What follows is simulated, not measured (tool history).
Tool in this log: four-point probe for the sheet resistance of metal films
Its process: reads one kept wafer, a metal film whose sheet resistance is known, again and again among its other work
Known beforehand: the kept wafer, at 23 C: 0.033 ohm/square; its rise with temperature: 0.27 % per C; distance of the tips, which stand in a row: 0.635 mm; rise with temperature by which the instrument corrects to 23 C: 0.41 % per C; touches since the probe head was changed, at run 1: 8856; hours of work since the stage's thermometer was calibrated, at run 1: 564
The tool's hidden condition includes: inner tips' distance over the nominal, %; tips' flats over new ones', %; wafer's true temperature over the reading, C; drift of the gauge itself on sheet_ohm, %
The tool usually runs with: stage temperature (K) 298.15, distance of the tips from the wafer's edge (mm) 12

run   hour  stage temperature (K)  distance of the tips from the wafer's edge (mm)  touches since the probe head was changed  hours of work since the stage's thermometer was calibrated  sheet resistance as the instrument gives it (ohm/square)
  1    0.0                 298.15                                               12                                      8856                                                         564                                                  0.032959
  2   20.6                 298.15                                               38                                      9414                                                         576                                                  0.032921
  3   46.5                 298.15                                               50                                     10119                                                         590                                                  0.032911
  4   72.6                 298.15                                               50                                     10826                                                         604                                                  0.032903
  5  104.0                 298.15                                               50                                     11678                                                         622                                                  0.032913
  6  125.8                 298.15                                               50                                     12269                                                         634                                                  0.032911
  7  145.7                 301.15                                               12                                     12810                                                         645                                                  0.032829
  8  162.5                 295.15                                                8                                     13265                                                         654                                                  0.033162
  9  183.1                 296.15                                               38                                     13823                                                         665                                                  0.033010
 10  200.7                 296.15                                               38                                     14302                                                         675                                                  0.033010
 11  217.4                 296.15                                               38                                     14755                                                         684                                                  0.033010

For run 12, what comes out?
 12  248.0                 296.15                                               38                                     15585                                                         701                                                         ?

sheet resistance as the instrument gives it (ohm/square): 0.033008
Take away the tool's hidden state, keep the run-to-run variation as it was, and the same run would have given sheet resistance as the instrument gives it (ohm/square) 0.033002.
